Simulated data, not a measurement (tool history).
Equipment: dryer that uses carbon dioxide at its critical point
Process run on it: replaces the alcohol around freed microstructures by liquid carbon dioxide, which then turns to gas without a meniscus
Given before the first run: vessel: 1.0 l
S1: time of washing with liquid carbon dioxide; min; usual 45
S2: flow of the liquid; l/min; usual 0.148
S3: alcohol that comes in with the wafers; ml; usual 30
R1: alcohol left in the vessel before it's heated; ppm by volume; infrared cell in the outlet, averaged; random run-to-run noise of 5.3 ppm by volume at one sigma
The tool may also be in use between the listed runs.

run 1 hour=0 | S1=45 S2=0.148 S3=30 | R1=223
run 2 hour=18.7 | S1=45 S2=0.148 S3=30 | R1=231
run 3 hour=38.9 | S1=45 S2=0.148 S3=30 | R1=227
run 4 hour=50.9 | S1=45 S2=0.148 S3=30 | R1=240
run 5 hour=62 | S1=45 S2=0.148 S3=30 | R1=226
run 6 hour=83.1 | S1=45 S2=0.148 S3=30 | R1=224

Forecast run 7:
run 7 hour=98.8 | S1=45 S2=0.148 S3=30 | R1=?

Run 7 measured R1 224 ppm by volume.
If the tool had no hidden condition, the same run with the same run-to-run variation would have returned R1 114 ppm by volume.

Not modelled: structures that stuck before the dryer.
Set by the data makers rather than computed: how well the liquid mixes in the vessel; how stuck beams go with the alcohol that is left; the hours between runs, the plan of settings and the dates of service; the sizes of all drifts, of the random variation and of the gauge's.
